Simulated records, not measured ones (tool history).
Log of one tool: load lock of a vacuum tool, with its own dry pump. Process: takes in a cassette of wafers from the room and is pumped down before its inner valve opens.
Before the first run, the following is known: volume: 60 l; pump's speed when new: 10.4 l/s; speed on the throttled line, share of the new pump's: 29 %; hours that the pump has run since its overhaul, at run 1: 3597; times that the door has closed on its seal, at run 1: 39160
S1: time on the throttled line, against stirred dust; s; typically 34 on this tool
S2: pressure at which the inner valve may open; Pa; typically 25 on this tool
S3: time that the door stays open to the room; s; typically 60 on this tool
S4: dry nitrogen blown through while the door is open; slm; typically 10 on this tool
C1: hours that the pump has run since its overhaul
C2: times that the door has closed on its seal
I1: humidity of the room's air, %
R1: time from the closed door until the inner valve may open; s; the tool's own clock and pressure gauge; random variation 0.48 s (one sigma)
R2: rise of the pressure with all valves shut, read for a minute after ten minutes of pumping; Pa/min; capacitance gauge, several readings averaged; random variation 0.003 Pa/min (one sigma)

{"run": 1, "hour": 0.0, "S1": 34, "S2": 25, "S3": 60, "S4": 10, "C1": 3597, "C2": 39160, "I1": 45.2, "R1": 71.9, "R2": 0.111}
{"run": 2, "hour": 362.6, "S1": 34, "S2": 25, "S3": 60, "S4": 10, "C1": 3959, "C2": 40224, "I1": 45.6, "R1": 71.5, "R2": 0.115}
{"run": 3, "hour": 754.9, "S1": 34, "S2": 18, "S3": 60, "S4": 10, "C1": 4352, "C2": 41375, "I1": 42.7, "R1": 74.1, "R2": 0.113}
{"run": 4, "hour": 945.3, "S1": 34, "S2": 25, "S3": 60, "S4": 10, "C1": 4542, "C2": 41934, "I1": 42.5, "R1": 73.4, "R2": 0.118}
{"run": 5, "hour": 1267.3, "S1": 34, "S2": 25, "S3": 60, "S4": 10, "C1": 4864, "C2": 42879, "I1": 43.7, "R1": 72.4, "R2": 0.122}
{"run": 6, "hour": 1520.1, "S1": 41, "S2": 25, "S3": 60, "S4": 10, "C1": 5117, "C2": 43621, "I1": 46.1, "R1": 77.9, "R2": 0.121}
{"run": 7, "hour": 1981.1, "S1": 34, "S2": 42, "S3": 60, "S4": 10, "C1": 5578, "C2": 44975, "I1": 46.7, "R1": 69.5, "R2": 0.132}
{"run": 8, "hour": 2333.9, "S1": 32, "S2": 42, "S3": 60, "S4": 10, "C1": 5931, "C2": 46010, "I1": 44.1, "R1": 69.1, "R2": 0.129}
{"run": 9, "hour": 2804.5, "S1": 32, "S2": 42, "S3": 60, "S4": 10, "C1": 6401, "C2": 47392, "I1": 43, "R1": 68.3, "R2": 0.13}
{"run": 10, "hour": 3232.6, "S1": 32, "S2": 42, "S3": 60, "S4": 10, "C1": 6829, "C2": 48648, "I1": 46.4, "R1": 69.3, "R2": 0.139}
{"run": 11, "hour": 3649.5, "S1": 34, "S2": 25, "S3": 60, "S4": 10, "C1": 7246, "C2": 49872, "I1": 44.4, "R1": 73.8, "R2": 0.144}
{"run": 12, "hour": 4014.2, "S1": 34, "S2": 25, "S3": 60, "S4": 10, "C1": 7611, "C2": 50942, "I1": 42.6, "R1": 74.2, "R2": 0.149}
{"run": 13, "hour": 4272.8, "S1": 34, "S2": 25, "S3": 60, "S4": 10, "C1": 7869, "C2": 51701, "I1": 45.9, "R1": 73.6, "R2": 0.151}
{"run": 14, "hour": 4661.0, "S1": 34, "S2": 25, "S3": 60, "S4": 10, "C1": 8258, "C2": 52841, "I1": 43.4, "R1": 73.1, "R2": 0.148}
{"run": 15, "hour": 4870.6, "S1": 34, "S2": 25, "S3": 179, "S4": 10, "C1": 8467, "C2": 53456, "I1": 47.9, "R1": 72.7, "R2": 0.174}
{"run": 16, "hour": 5258.3, "S1": 34, "S2": 40, "S3": 60, "S4": 10, "C1": 8855, "C2": 54594, "I1": 47.3, "R1": 70.8, "R2": 0.16}
{"run": 17, "hour": 5668.7, "S1": 34, "S2": 40, "S3": 60, "S4": 10, "C1": 9265, "C2": 55799, "I1": 43.5, "R1": 71, "R2": 0.16}
{"run": 18, "hour": 6079.0, "S1": 34, "S2": 26, "S3": 60, "S4": 10, "C1": 9676, "C2": 57003, "I1": 43.2, "R1": 74.1, "R2": 0.169}
{"run": 19, "hour": 6475.1, "S1": 34, "S2": 25, "S3": 60, "S4": 10, "C1": 10072, "C2": 58166, "I1": 46.6, "R1": 74.8, "R2": 0.177}
{"run": 20, "hour": 6852.5, "S1": 19, "S2": 25, "S3": 204, "S4": 6, "C1": 10449, "C2": 59273, "I1": 44.1, "R1": 64.2, "R2": 0.203}
{"run": 21, "hour": 7103.5, "S1": 19, "S2": 25, "S3": 204, "S4": 6, "C1": 10700, "C2": 60010, "I1": 47.3, "R1": 64.1, "R2": 0.199}
{"run": 22, "hour": 7345.3, "S1": 19, "S2": 25, "S3": 104, "S4": 6, "C1": 10942, "C2": 60720, "I1": 44.6, "R1": 64.8, "R2": 0.189}
{"run": 23, "hour": 7700.5, "S1": 19, "S2": 48, "S3": 72, "S4": 6, "C1": 11297, "C2": 61763, "I1": 46.8, "R1": 60.9, "R2": 0.185}
{"run": 24, "hour": 8110.3, "S1": 34, "S2": 25, "S3": 42, "S4": 10, "C1": 11707, "C2": 62965, "I1": 47, "R1": 74.1, "R2": 0.187}
{"run": 25, "hour": 8489.3, "S1": 34, "S2": 25, "S3": 42, "S4": 10, "C1": 12086, "C2": 64078, "I1": 44.9, "R1": 75.2, "R2": 0.189}
{"run": 26, "hour": 8696.3, "S1": 34, "S2": 20, "S3": 60, "S4": 10, "C1": 12293, "C2": 64685, "I1": 44.7, "R1": 76.3, "R2": 0.195}
{"run": 27, "hour": 8891.0, "S1": 34, "S2": 20, "S3": 60, "S4": 10, "C1": 12488, "C2": 65257, "I1": 45.4, "R1": 75.6, "R2": 0.197}
{"run": 28, "hour": 9332.1, "S1": 26, "S2": 35, "S3": 135, "S4": 14, "C1": 12929, "C2": 66552, "I1": 42.9, "R1": 66.6, "R2": 0.207}
{"hour": 9387.6, "done": "door's seal changed, seat wiped"}
{"run": 29, "hour": 9532.6, "S1": 26, "S2": 35, "S3": 135, "S4": 14, "C1": 13128, "C2": 426, "I1": 45.3, "R1": 67.4, "R2": 0.051}
{"run": 30, "hour": 9817.0, "S1": 23, "S2": 25, "S3": 60, "S4": 10, "C1": 13412, "C2": 1261, "I1": 45.8, "R1": 67.6, "R2": 0.049}
{"run": 31, "hour": 10265.6, "S1": 40, "S2": 25, "S3": 233, "S4": 10, "C1": 13861, "C2": 2577, "I1": 41.1, "R1": 79.3, "R2": 0.063}
{"run": 32, "hour": 10702.2, "S1": 34, "S2": 25, "S3": 118, "S4": 10, "C1": 14297, "C2": 3859, "I1": 46.3, "R1": 75.5, "R2": 0.061}
{"run": 33, "hour": 10904.7, "S1": 34, "S2": 44, "S3": 150, "S4": 10, "C1": 14500, "C2": 4453, "I1": 43.1, "R1": 71.8, "R2": 0.058}
{"run": 34, "hour": 11127.2, "S1": 34, "S2": 42, "S3": 68, "S4": 10, "C1": 14722, "C2": 5106, "I1": 48.4, "R1": 72.5, "R2": 0.052}
{"run": 35, "hour": 11595.3, "S1": 34, "S2": 42, "S3": 68, "S4": 10, "C1": 15190, "C2": 6480, "I1": 45.5, "R1": 72.2, "R2": 0.053}
{"run": 36, "hour": 12065.7, "S1": 28, "S2": 42, "S3": 68, "S4": 10, "C1": 15661, "C2": 7861, "I1": 40.6, "R1": 69.1, "R2": 0.051}
{"run": 37, "hour": 12467.4, "S1": 45, "S2": 21, "S3": 146, "S4": 11, "C1": 16063, "C2": 9041, "I1": 47.6, "R1": 85.3, "R2": 0.07}

Hidden state at the last listed run before each entry between runs and at the first one after, where it differs:
Runs 28 to 29: door's seal changed, seat wiped (hour 9387.6)
  pump's speed, % of a new pump's: 93.4 -> 93.3; leak at the door's seal, Pa l/s: 0.1589 -> 0.0035
  measured less the result without the state, R1: +2.7 -> +2.8 s; R2: +0.159 -> +0.002 Pa/min
